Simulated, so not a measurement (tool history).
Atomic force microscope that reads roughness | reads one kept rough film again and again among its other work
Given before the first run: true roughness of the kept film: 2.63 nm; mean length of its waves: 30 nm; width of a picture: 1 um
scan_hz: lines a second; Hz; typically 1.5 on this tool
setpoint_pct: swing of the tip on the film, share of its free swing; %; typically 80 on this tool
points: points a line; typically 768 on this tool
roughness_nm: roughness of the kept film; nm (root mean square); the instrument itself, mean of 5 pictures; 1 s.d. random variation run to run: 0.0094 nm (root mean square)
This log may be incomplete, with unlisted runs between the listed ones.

run	day	scan_hz	setpoint_pct	points	roughness_nm
1	0	1.5	80	768	2.02
2	0.25	1.38	80	768	2.004
3	0.521	1.5	66	768	2.085
4	0.817	1.5	66	768	2.08
# day 0.958: new tip fitted
5	1.162	1.5	66	768	2.24
6	1.542	1.5	66	768	2.186
7	1.908	1.5	66	768	2.162
8	2.117	1.5	66	768	2.147
9	2.55	1.5	66	768	2.114
10	2.854	0.55	66	768	2.156
11	3.104	1.5	80	426	1.978
12	3.517	1.5	80	744	1.963
13	3.912	1.5	80	744	1.936
# day 3.979: new tip fitted
14	4.3	1.5	80	744	2.092
15	4.725	1.5	80	744	2.08
16	5.029	3.85	80	744	1.806
17	5.3	3.85	80	744	1.774
18	5.612	1.5	80	768	2.011
19	5.883	1.5	64	768	2.104
20	6.117	1.5	64	768	2.11
# day 6.196: height scale calibrated on a step standard
21	6.421	1.5	64	768	2.081
22	6.746	1.5	80	768	1.955
# day 7.05: new tip fitted
23	7.138	1.5	80	768	2.11
24	7.338	1.5	80	768	2.078
25	7.646	1.5	80	768	2.082
26	7.85	1.5	80	768	2.053
# day 8.15: height scale calibrated on a step standard, once more
27	8.312	1.5	80	768	2.027
28	8.608	1.27	80	790	2.028
29	8.9	0.66	80	790	2.119
30	9.179	1.45	80	768	1.987
31	9.371	1.45	80	768	1.965
32	9.804	1.45	80	768	1.931
33	9.996	0.58	58	873	2.097
# day 10.129: new tip fitted
34	10.371	1.15	65	691	2.255
35	10.8	1.95	84	838	1.964
36	11.046	1.95	84	709	1.953
37	11.375	2.15	82	768	1.924
38	11.633	1.5	67	768	2.119
39	12.033	1.31	67	399	2.098
40	12.283	1.12	80	667	2.025
41	12.508	1.87	71	375	1.983
42	12.933	1.43	56	365	2.064
# day 13.154: new tip fitted
43	13.154	3.28	68	544	2.104
44	13.362	1.5	66	768	2.228
45	13.704	1.5	87	373	2.016
46	14.017	1.5	87	373	1.989
47	14.204	1.32	87	373	2.018
48	14.417	1.5	80	548	2.039
49	14.783	2.55	67	909	2.052
50	15.008	1.5	56	1009	2.157
51	15.212	1.5	56	1009	2.157
52	15.575	0.57	58	300	2.13

Alternative continuations, all from the tool just after run 52; predict every row:
A	15.904	0.57	55	300	?
B	15.904	1.5	67	768	?
C	15.904	0.6	74	287	?

run	roughness_nm
A	2.115
B	2.054
C	2.056
What these runs would have given with no unlogged condition in the tool:
run	roughness_nm
A	2.315
B	2.249
C	2.25
